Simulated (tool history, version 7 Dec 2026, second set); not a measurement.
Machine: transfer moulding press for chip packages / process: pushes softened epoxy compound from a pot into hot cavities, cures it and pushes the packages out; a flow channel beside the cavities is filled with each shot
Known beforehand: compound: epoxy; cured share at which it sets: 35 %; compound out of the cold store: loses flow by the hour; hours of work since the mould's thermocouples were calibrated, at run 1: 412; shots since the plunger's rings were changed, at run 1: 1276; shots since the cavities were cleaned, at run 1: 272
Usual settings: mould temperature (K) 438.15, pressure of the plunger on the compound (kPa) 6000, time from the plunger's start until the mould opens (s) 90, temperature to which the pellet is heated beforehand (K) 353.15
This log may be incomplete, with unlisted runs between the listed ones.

run,hour,mould temperature (K),pressure of the plunger on the compound (kPa),time from the plunger's start until the mould opens (s),temperature to which the pellet is heated beforehand (K),hours of work since the mould's thermocouples were calibrated,shots since the plunger's rings were changed,shots since the cavities were cleaned,incoming compound's hours out of the cold store,length that the compound runs in the flow channel (mm),greatest force on the pins that push the packages out (N)
1,0,438.15,6000,90,353.15,412,1276,272,23.4,557,447
# hour 25.8: cavities cleaned with cleaning compound and waxed
2,54.6,438.15,6000,90,353.15,437,1718,240,25.9,549,470
# hour 81.5: cavities cleaned with cleaning compound and waxed
3,95.9,438.15,5910,90,353.15,455,2050,121,42.3,519,458
4,123.5,438.15,5910,90,353.15,468,2279,350,10.9,570,482
# hour 137.2: cavities cleaned with cleaning compound and waxed
5,177.8,438.15,5910,90,346.15,493,2718,337,40.2,526,459
# hour 194.9: cavities cleaned with cleaning compound and waxed
6,214.9,438.15,5910,90,346.15,509,3015,167,45.4,520,444
# hour 248.9: plunger's sealing rings changed
# hour 252.7: cavities cleaned with cleaning compound and waxed
7,262.1,438.15,5910,90,346.15,529,97,77,30.8,541,465
# hour 309.2: cavities cleaned with cleaning compound and waxed
8,313.4,438.15,6000,90,353.15,552,512,35,35.2,537,451
9,346.7,438.15,6000,90,353.15,568,790,313,26.7,554,467
# hour 363.4: mould's thermocouples calibrated
# hour 368.5: cavities cleaned with cleaning compound and waxed
10,400.4,438.15,6000,90,353.15,17,1207,265,35.4,536,431
# hour 424.8: cavities cleaned with cleaning compound and waxed
11,440.1,438.15,6000,90,353.15,34,1525,127,27.8,545,458
12,471,438.15,6000,90,353.15,49,1782,384,32.3,541,465
# hour 482.1: cavities cleaned with cleaning compound and waxed
13,517,438.15,6000,90,353.15,69,2153,291,25.1,551,454
# hour 537.6: cavities cleaned with cleaning compound and waxed
14,545.8,438.15,6000,90,353.15,82,2380,68,39.1,534,445
# hour 593.2: cavities cleaned with cleaning compound and waxed
15,594.3,439.15,6000,90,351.15,104,2772,10,15.9,567,440
16,631.9,439.15,6000,90,351.15,121,3084,322,43.9,526,429
# hour 650.9: cavities cleaned with cleaning compound and waxed
# hour 658.2: plunger's sealing rings changed
17,685.5,442.15,6000,90,346.15,144,228,267,26.8,544,389
# hour 710.6: cavities cleaned with cleaning compound and waxed
18,713,442.15,6000,90,346.15,157,444,20,33.1,535,367
19,761.2,436.15,5060,119,350.15,179,845,421,28,507,373
# hour 770.1: cavities cleaned with cleaning compound and waxed
20,815,438.15,6910,81,353.15,203,1280,373,20,602,575
# hour 829.1: cavities cleaned with cleaning compound and waxed
21,846.5,438.15,6210,127,348.15,217,1530,145,29.4,552,351
# hour 886.7: cavities cleaned with cleaning compound and waxed
22,896.4,431.15,5090,81,344.15,240,1933,81,38.1,506,945
23,936.1,433.15,5090,84,360.15,258,2264,412,20.7,527,728
# hour 945.4: cavities cleaned with cleaning compound and waxed
24,965.1,441.15,6170,128,343.15,271,2493,165,26.8,553,350
25,993.4,438.15,6760,126,353.15,284,2728,400,39,564,342
# hour 1003: cavities cleaned with cleaning compound and waxed
26,1050.7,438.15,5710,80,356.15,310,3193,398,13.2,558,593
# hour 1059.5: cavities cleaned with cleaning compound and waxed
# hour 1064.5: plunger's sealing rings changed
27,1091.7,438.15,5710,88,345.15,327,226,247,34,528,480

Consider 3 possible next runs. They are alternatives, not a sequence: every one starts from the tool as it was left by run 27. What does each give?
# hour 1118.2: cavities cleaned with cleaning compound and waxed
A,1118.2,432.15,6000,90,360.15,339,435,0,30.7,?,?
# hour 1118.2: cavities cleaned with cleaning compound and waxed
B,1118.2,438.15,6000,97,353.15,339,435,0,31.9,?,?
# hour 1118.2: cavities cleaned with cleaning compound and waxed
C,1118.2,438.15,5230,88,345.15,339,435,0,39.6,?,?

run,length that the compound runs in the flow channel (mm),greatest force on the pins that push the packages out (N)
A,554,668
B,545,387
C,497,466
Stripped of hidden state, with their random variation kept, the same runs would have yielded:
run,length that the compound runs in the flow channel (mm),greatest force on the pins that push the packages out (N)
A,554,667
B,545,386
C,497,465

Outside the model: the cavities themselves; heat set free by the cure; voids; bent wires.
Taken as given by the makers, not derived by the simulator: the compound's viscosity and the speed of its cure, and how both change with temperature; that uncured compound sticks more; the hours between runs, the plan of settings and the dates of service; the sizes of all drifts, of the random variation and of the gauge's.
